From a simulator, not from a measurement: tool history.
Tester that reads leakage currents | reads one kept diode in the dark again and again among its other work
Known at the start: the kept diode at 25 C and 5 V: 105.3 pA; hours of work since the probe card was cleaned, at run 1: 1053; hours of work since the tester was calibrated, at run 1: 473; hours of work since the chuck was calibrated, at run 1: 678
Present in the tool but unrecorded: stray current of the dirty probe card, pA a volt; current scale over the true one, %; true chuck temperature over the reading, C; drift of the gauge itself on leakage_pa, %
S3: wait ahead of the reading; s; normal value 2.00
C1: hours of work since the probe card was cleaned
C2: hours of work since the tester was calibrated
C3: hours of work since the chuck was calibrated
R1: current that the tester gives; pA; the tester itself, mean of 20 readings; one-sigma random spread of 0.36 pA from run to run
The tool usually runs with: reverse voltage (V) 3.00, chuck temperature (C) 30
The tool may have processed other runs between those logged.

run 1 hour=0.0 | reverse_voltage_(V)=3.00 chuck_temperature_(C)=30 S3=2.00 | C1=1053 C2=473 C3=678 | R1=119.54
run 2 hour=141.1 | reverse_voltage_(V)=3.00 chuck_temperature_(C)=30 S3=2.00 | C1=1119 C2=540 C3=744 | R1=119.65
-- hour=170.6 probe card cleaned and baked
run 3 hour=245.6 | reverse_voltage_(V)=3.00 chuck_temperature_(C)=30 S3=0.66 | C1=35 C2=587 C3=792 | R1=119.99
run 4 hour=360.1 | reverse_voltage_(V)=3.00 chuck_temperature_(C)=30 S3=0.66 | C1=89 C2=641 C3=846 | R1=120.61
run 5 hour=461.5 | reverse_voltage_(V)=3.00 chuck_temperature_(C)=30 S3=0.66 | C1=136 C2=688 C3=893 | R1=120.45
-- hour=574.4 chuck's temperature calibrated
run 6 hour=601.7 | reverse_voltage_(V)=3.00 chuck_temperature_(C)=30 S3=0.66 | C1=201 C2=753 C3=13 | R1=120.38
run 7 hour=697.8 | reverse_voltage_(V)=3.00 chuck_temperature_(C)=30 S3=0.66 | C1=246 C2=798 C3=58 | R1=121.16
run 8 hour=775.2 | reverse_voltage_(V)=3.00 chuck_temperature_(C)=50 S3=0.66 | C1=283 C2=835 C3=94 | R1=452.11
run 9 hour=901.6 | reverse_voltage_(V)=3.00 chuck_temperature_(C)=50 S3=0.66 | C1=342 C2=894 C3=153 | R1=452.12
run 10 hour=1050.0 | reverse_voltage_(V)=3.00 chuck_temperature_(C)=50 S3=0.66 | C1=411 C2=963 C3=223 | R1=455.25
run 11 hour=1157.0 | reverse_voltage_(V)=1.17 chuck_temperature_(C)=50 S3=0.62 | C1=462 C2=1014 C3=273 | R1=291.88
run 12 hour=1238.8 | reverse_voltage_(V)=3.00 chuck_temperature_(C)=23 S3=1.40 | C1=500 C2=1052 C3=311 | R1=72.55
run 13 hour=1364.8 | reverse_voltage_(V)=3.00 chuck_temperature_(C)=23 S3=1.40 | C1=559 C2=1111 C3=371 | R1=72.41
run 14 hour=1494.6 | reverse_voltage_(V)=9.99 chuck_temperature_(C)=20 S3=3.09 | C1=620 C2=1172 C3=431 | R1=101.42
run 15 hour=1569.4 | reverse_voltage_(V)=9.99 chuck_temperature_(C)=20 S3=3.09 | C1=655 C2=1207 C3=466 | R1=101.31

Forecast each of these 5 alternatives for the next run:
run A hour=1682.9 | reverse_voltage_(V)=2.85 chuck_temperature_(C)=20 S3=0.93 | C1=708 C2=1260 C3=520 | R1=?
run B hour=1682.9 | reverse_voltage_(V)=5.29 chuck_temperature_(C)=58 S3=0.58 | C1=708 C2=1260 C3=520 | R1=?
run C hour=1682.9 | reverse_voltage_(V)=3.27 chuck_temperature_(C)=29 S3=3.73 | C1=708 C2=1260 C3=520 | R1=?
run D hour=1682.9 | reverse_voltage_(V)=2.02 chuck_temperature_(C)=22 S3=2.09 | C1=708 C2=1260 C3=520 | R1=?
run E hour=1682.9 | reverse_voltage_(V)=10.03 chuck_temperature_(C)=22 S3=0.34 | C1=708 C2=1260 C3=520 | R1=?

run=A R1=57.13
run=B R1=960.59
run=C R1=115.43
run=D R1=55.39
run=E R1=127.71
Take away the tool's hidden state, keep each run's random variation, and the runs would have read:
run=A R1=57.10
run=B R1=960.41
run=C R1=115.38
run=D R1=55.36
run=E R1=127.60
